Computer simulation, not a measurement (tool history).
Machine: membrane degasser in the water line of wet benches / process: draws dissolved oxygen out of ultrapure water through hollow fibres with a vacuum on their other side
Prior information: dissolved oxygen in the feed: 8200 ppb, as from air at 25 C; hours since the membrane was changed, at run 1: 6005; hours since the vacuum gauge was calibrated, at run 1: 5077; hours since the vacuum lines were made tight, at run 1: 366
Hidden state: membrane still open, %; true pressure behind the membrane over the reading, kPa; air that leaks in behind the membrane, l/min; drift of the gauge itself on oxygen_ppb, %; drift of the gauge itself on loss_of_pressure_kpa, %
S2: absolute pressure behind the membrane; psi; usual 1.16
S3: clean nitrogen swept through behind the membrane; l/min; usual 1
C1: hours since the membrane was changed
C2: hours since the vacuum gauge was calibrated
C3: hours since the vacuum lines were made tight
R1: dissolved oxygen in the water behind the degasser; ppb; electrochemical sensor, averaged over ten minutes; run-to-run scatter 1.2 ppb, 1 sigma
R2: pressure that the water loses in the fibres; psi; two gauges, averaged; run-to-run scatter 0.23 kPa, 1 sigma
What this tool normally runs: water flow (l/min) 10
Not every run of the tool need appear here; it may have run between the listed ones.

{"run": 1, "day": 0.0, "water flow (l/min)": 10, "S2": 1.16, "S3": 1, "C1": 6005, "C2": 5077, "C3": 366, "R1": 124.1, "R2": 9.085}
{"run": 2, "day": 6.908, "water flow (l/min)": 10, "S2": 1.446, "S3": 1, "C1": 6171, "C2": 5242, "C3": 532, "R1": 171.3, "R2": 9.15}
{"run": 3, "day": 13.808, "water flow (l/min)": 10, "S2": 1.446, "S3": 1, "C1": 6337, "C2": 5408, "C3": 697, "R1": 170, "R2": 9.12}
{"run": 4, "day": 19.858, "water flow (l/min)": 10, "S2": 1.446, "S3": 1, "C1": 6482, "C2": 5553, "C3": 842, "R1": 172.9, "R2": 9.168}
{"run": 5, "day": 27.258, "water flow (l/min)": 10, "S2": 1.446, "S3": 1, "C1": 6660, "C2": 5731, "C3": 1020, "R1": 171.9, "R2": 9.252}
{"run": 6, "day": 33.658, "water flow (l/min)": 10, "S2": 1.446, "S3": 1, "C1": 6813, "C2": 5884, "C3": 1174, "R1": 171.6, "R2": 9.245}
{"run": 7, "day": 40.767, "water flow (l/min)": 10, "S2": 1.446, "S3": 1, "C1": 6984, "C2": 6055, "C3": 1344, "R1": 174.9, "R2": 9.232}
{"day": 42.258, "done": "vacuum gauge calibrated"}
{"run": 8, "day": 44.812, "water flow (l/min)": 10, "S2": 2.08, "S3": 1, "C1": 7080, "C2": 61, "C3": 1441, "R1": 257.1, "R2": 9.23}
{"run": 9, "day": 50.221, "water flow (l/min)": 10, "S2": 1.16, "S3": 1, "C1": 7210, "C2": 191, "C3": 1571, "R1": 117.6, "R2": 9.284}
{"run": 10, "day": 54.7, "water flow (l/min)": 10, "S2": 1.16, "S3": 1, "C1": 7318, "C2": 299, "C3": 1678, "R1": 117.9, "R2": 9.291}
{"run": 11, "day": 61.121, "water flow (l/min)": 10, "S2": 1.16, "S3": 1.15, "C1": 7472, "C2": 453, "C3": 1832, "R1": 105, "R2": 9.252}
{"run": 12, "day": 64.854, "water flow (l/min)": 10, "S2": 1.16, "S3": 1.15, "C1": 7561, "C2": 542, "C3": 1922, "R1": 103.8, "R2": 9.268}
{"run": 13, "day": 70.429, "water flow (l/min)": 10, "S2": 1.16, "S3": 1.15, "C1": 7695, "C2": 676, "C3": 2056, "R1": 104.9, "R2": 9.349}
{"run": 14, "day": 73.954, "water flow (l/min)": 10, "S2": 1.16, "S3": 1, "C1": 7780, "C2": 761, "C3": 2140, "R1": 119.8, "R2": 9.275}
{"run": 15, "day": 77.892, "water flow (l/min)": 6, "S2": 1.16, "S3": 1, "C1": 7874, "C2": 855, "C3": 2235, "R1": 73.4, "R2": 5.606}
{"run": 16, "day": 84.642, "water flow (l/min)": 6, "S2": 1.16, "S3": 1, "C1": 8036, "C2": 1017, "C3": 2397, "R1": 73.1, "R2": 5.619}
{"run": 17, "day": 90.525, "water flow (l/min)": 9, "S2": 2.061, "S3": 0.58, "C1": 8178, "C2": 1158, "C3": 2538, "R1": 384.1, "R2": 8.406}
{"run": 18, "day": 97.879, "water flow (l/min)": 9, "S2": 2.061, "S3": 0.58, "C1": 8354, "C2": 1335, "C3": 2714, "R1": 388.3, "R2": 8.434}
{"run": 19, "day": 103.992, "water flow (l/min)": 9, "S2": 2.061, "S3": 0.58, "C1": 8501, "C2": 1482, "C3": 2861, "R1": 389.6, "R2": 8.533}
{"run": 20, "day": 111.875, "water flow (l/min)": 9, "S2": 2.061, "S3": 0.7, "C1": 8690, "C2": 1671, "C3": 3050, "R1": 334.3, "R2": 8.498}
{"run": 21, "day": 118.942, "water flow (l/min)": 13, "S2": 1.745, "S3": 1, "C1": 8860, "C2": 1840, "C3": 3220, "R1": 272.4, "R2": 12.279}
{"run": 22, "day": 124.138, "water flow (l/min)": 6, "S2": 0.75, "S3": 1, "C1": 8984, "C2": 1965, "C3": 3345, "R1": 33, "R2": 5.684}
{"run": 23, "day": 127.483, "water flow (l/min)": 6, "S2": 0.75, "S3": 1, "C1": 9065, "C2": 2045, "C3": 3425, "R1": 33.4, "R2": 5.693}
{"run": 24, "day": 132.779, "water flow (l/min)": 12, "S2": 1.16, "S3": 0.44, "C1": 9192, "C2": 2172, "C3": 3552, "R1": 292.3, "R2": 11.432}
{"run": 25, "day": 136.45, "water flow (l/min)": 12, "S2": 1.16, "S3": 0.44, "C1": 9280, "C2": 2261, "C3": 3640, "R1": 292.4, "R2": 11.43}
{"run": 26, "day": 142.354, "water flow (l/min)": 12, "S2": 1.16, "S3": 0.44, "C1": 9421, "C2": 2402, "C3": 3782, "R1": 291, "R2": 11.356}
{"run": 27, "day": 145.8, "water flow (l/min)": 12, "S2": 1.16, "S3": 0.44, "C1": 9504, "C2": 2485, "C3": 3865, "R1": 291.1, "R2": 11.383}
{"run": 28, "day": 152.404, "water flow (l/min)": 11, "S2": 1.471, "S3": 0.65, "C1": 9663, "C2": 2643, "C3": 4023, "R1": 284.5, "R2": 10.472}
{"run": 29, "day": 157.396, "water flow (l/min)": 8, "S2": 1.761, "S3": 0.65, "C1": 9782, "C2": 2763, "C3": 4143, "R1": 268.9, "R2": 7.672}
{"run": 30, "day": 163.038, "water flow (l/min)": 10, "S2": 1.587, "S3": 0.8, "C1": 9918, "C2": 2899, "C3": 4278, "R1": 235.2, "R2": 9.632}
{"run": 31, "day": 169.279, "water flow (l/min)": 9, "S2": 1.437, "S3": 1.68, "C1": 10068, "C2": 3049, "C3": 4428, "R1": 97.6, "R2": 8.634}

Predict each of these 3 candidate next runs independently; none follows another, all start after run 31:
{"run": "A", "day": 174.412, "water flow (l/min)": 9, "S2": 1.437, "S3": 2.14, "C1": 10191, "C2": 3172, "C3": 4551, "R1": "?", "R2": "?"}
{"run": "B", "day": 174.412, "water flow (l/min)": 10, "S2": 0.943, "S3": 1.1, "C1": 10191, "C2": 3172, "C3": 4551, "R1": "?", "R2": "?"}
{"run": "C", "day": 174.412, "water flow (l/min)": 10, "S2": 1.437, "S3": 0.77, "C1": 10191, "C2": 3172, "C3": 4551, "R1": "?", "R2": "?"}

run=A R1=78.3 R2=8.663
run=B R1=83.1 R2=9.657
run=C R1=215.6 R2=9.686
With the hidden condition removed and each run's random variation left untouched, the same runs would have given:
run=A R1=70.5 R2=7.613
run=B R1=72.1 R2=8.486
run=C R1=199.7 R2=8.518
